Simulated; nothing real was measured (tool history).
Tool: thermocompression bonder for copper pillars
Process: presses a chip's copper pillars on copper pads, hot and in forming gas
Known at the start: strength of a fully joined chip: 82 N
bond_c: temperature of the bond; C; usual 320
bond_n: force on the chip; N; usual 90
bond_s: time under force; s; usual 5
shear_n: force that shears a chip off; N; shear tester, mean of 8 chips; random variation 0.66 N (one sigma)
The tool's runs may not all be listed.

run  hour  bond_c  bond_n  bond_s  shear_n
  1   0.0     320      90       5     43.5
  2   6.2     320      90       5     42.1
  3  12.9     320      90       5     42.9
  4  17.1     320      90       5     42.3
  5  22.3     320      94       5     44.4
  6  31.3     320      94       5     44.1
  7  37.6     320      94       5     43.9
  8  42.9     320      94       5     43.4
  9  48.4     320      94       5     43.1
 10  52.7     300     103      12     51.6
 11  57.8     318      90       3     34.7

Forecast run 12:
 12  65.6     339      90       5        ?

shear_n: 50.4 N
Without the tool's hidden state the same run would have given shear_n 51.8 N.

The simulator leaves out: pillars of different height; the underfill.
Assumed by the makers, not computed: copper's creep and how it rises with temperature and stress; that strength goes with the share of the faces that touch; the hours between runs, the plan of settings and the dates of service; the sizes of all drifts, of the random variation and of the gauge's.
